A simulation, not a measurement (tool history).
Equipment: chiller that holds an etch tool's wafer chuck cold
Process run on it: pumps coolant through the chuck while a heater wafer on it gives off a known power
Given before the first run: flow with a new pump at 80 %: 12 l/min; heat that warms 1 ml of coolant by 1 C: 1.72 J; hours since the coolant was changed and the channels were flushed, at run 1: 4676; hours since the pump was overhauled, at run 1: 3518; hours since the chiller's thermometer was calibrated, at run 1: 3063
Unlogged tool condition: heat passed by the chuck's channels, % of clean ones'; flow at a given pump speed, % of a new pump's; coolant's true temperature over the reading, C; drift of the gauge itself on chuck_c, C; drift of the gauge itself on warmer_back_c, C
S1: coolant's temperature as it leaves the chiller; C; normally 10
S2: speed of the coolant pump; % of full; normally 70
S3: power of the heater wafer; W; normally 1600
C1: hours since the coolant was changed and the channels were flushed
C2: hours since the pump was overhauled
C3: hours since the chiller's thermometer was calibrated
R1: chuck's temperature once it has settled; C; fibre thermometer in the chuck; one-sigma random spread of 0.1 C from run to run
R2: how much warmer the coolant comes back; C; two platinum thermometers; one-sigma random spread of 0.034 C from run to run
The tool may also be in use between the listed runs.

{"run": 1, "hour": 0.0, "S1": 10, "S2": 70, "S3": 1600, "C1": 4676, "C2": 3518, "C3": 3063, "R1": 34.2, "R2": 5.63}
{"run": 2, "hour": 63.6, "S1": 10, "S2": 70, "S3": 1600, "C1": 4740, "C2": 3581, "C3": 3127, "R1": 34.1, "R2": 5.7}
{"run": 3, "hour": 106.3, "S1": 10, "S2": 89, "S3": 1600, "C1": 4783, "C2": 3624, "C3": 3169, "R1": 29.6, "R2": 4.41}
{"run": 4, "hour": 186.8, "S1": 10, "S2": 89, "S3": 1600, "C1": 4863, "C2": 3704, "C3": 3250, "R1": 29.5, "R2": 4.54}
{"run": 5, "hour": 237.7, "S1": 10, "S2": 89, "S3": 1600, "C1": 4914, "C2": 3755, "C3": 3301, "R1": 29.7, "R2": 4.47}
{"run": 6, "hour": 288.9, "S1": 10, "S2": 89, "S3": 1600, "C1": 4965, "C2": 3806, "C3": 3352, "R1": 29.7, "R2": 4.48}
{"run": 7, "hour": 342.5, "S1": 4, "S2": 89, "S3": 1600, "C1": 5019, "C2": 3860, "C3": 3405, "R1": 23.5, "R2": 4.44}
{"run": 8, "hour": 434.6, "S1": 15, "S2": 70, "S3": 1600, "C1": 5111, "C2": 3952, "C3": 3498, "R1": 39.5, "R2": 5.72}
{"run": 9, "hour": 524.3, "S1": 1, "S2": 70, "S3": 1600, "C1": 5201, "C2": 4042, "C3": 3587, "R1": 25.7, "R2": 5.75}
{"run": 10, "hour": 584.4, "S1": 1, "S2": 70, "S3": 885, "C1": 5261, "C2": 4102, "C3": 3647, "R1": 15.0, "R2": 3.16}
{"run": 11, "hour": 660.5, "S1": 1, "S2": 70, "S3": 885, "C1": 5337, "C2": 4178, "C3": 3723, "R1": 15.0, "R2": 3.1}
{"run": 12, "hour": 713.7, "S1": 7, "S2": 70, "S3": 1600, "C1": 5390, "C2": 4231, "C3": 3777, "R1": 31.9, "R2": 5.8}
{"run": 13, "hour": 774.1, "S1": 9, "S2": 71, "S3": 1174, "C1": 5450, "C2": 4292, "C3": 3837, "R1": 27.2, "R2": 4.19}
{"run": 14, "hour": 855.9, "S1": 10, "S2": 98, "S3": 1476, "C1": 5532, "C2": 4373, "C3": 3919, "R1": 27.0, "R2": 3.77}
{"run": 15, "hour": 939.1, "S1": 10, "S2": 98, "S3": 1476, "C1": 5615, "C2": 4457, "C3": 4002, "R1": 27.3, "R2": 3.78}
{"hour": 944.2, "done": "chiller's thermometer calibrated"}
{"run": 16, "hour": 981.3, "S1": 10, "S2": 82, "S3": 2142, "C1": 5657, "C2": 4498, "C3": 37, "R1": 39.4, "R2": 6.66}
{"run": 17, "hour": 1056.8, "S1": 10, "S2": 82, "S3": 2142, "C1": 5732, "C2": 4573, "C3": 113, "R1": 39.5, "R2": 6.61}
{"hour": 1087.8, "done": "chiller's thermometer calibrated, once more"}
{"run": 18, "hour": 1097.1, "S1": 7, "S2": 82, "S3": 1191, "C1": 5771, "C2": 4613, "C3": 9, "R1": 22.7, "R2": 3.66}
{"run": 19, "hour": 1147.0, "S1": 7, "S2": 82, "S3": 1191, "C1": 5821, "C2": 4663, "C3": 59, "R1": 22.8, "R2": 3.65}
{"run": 20, "hour": 1215.5, "S1": 19, "S2": 66, "S3": 911, "C1": 5890, "C2": 4731, "C3": 128, "R1": 34.0, "R2": 3.53}
{"run": 21, "hour": 1262.2, "S1": 6, "S2": 71, "S3": 2324, "C1": 5937, "C2": 4778, "C3": 174, "R1": 41.4, "R2": 8.34}
{"run": 22, "hour": 1357.0, "S1": 6, "S2": 71, "S3": 2324, "C1": 6031, "C2": 4873, "C3": 269, "R1": 41.7, "R2": 8.3}
{"run": 23, "hour": 1405.9, "S1": 6, "S2": 71, "S3": 2324, "C1": 6080, "C2": 4921, "C3": 318, "R1": 41.7, "R2": 8.32}

What if the next run were any one of these 4? Each begins from the tool's condition after run 23:
{"run": "A", "hour": 1498.3, "S1": 1, "S2": 71, "S3": 2324, "C1": 6173, "C2": 5014, "C3": 410, "R1": "?", "R2": "?"}
{"run": "B", "hour": 1498.3, "S1": 5, "S2": 90, "S3": 1160, "C1": 6173, "C2": 5014, "C3": 410, "R1": "?", "R2": "?"}
{"run": "C", "hour": 1498.3, "S1": 7, "S2": 63, "S3": 1600, "C1": 6173, "C2": 5014, "C3": 410, "R1": "?", "R2": "?"}
{"run": "D", "hour": 1498.3, "S1": 13, "S2": 68, "S3": 1600, "C1": 6173, "C2": 5014, "C3": 410, "R1": "?", "R2": "?"}

run=A R1=36.7 R2=8.41
run=B R1=19.4 R2=3.26
run=C R1=34.5 R2=6.49
run=D R1=38.7 R2=6.06
The same runs, with their run-to-run variation unchanged, on a tool lacking any hidden condition would have given:
run=A R1=30.1 R2=7.67
run=B R1=16.8 R2=2.98
run=C R1=29.4 R2=5.92
run=D R1=34.0 R2=5.53
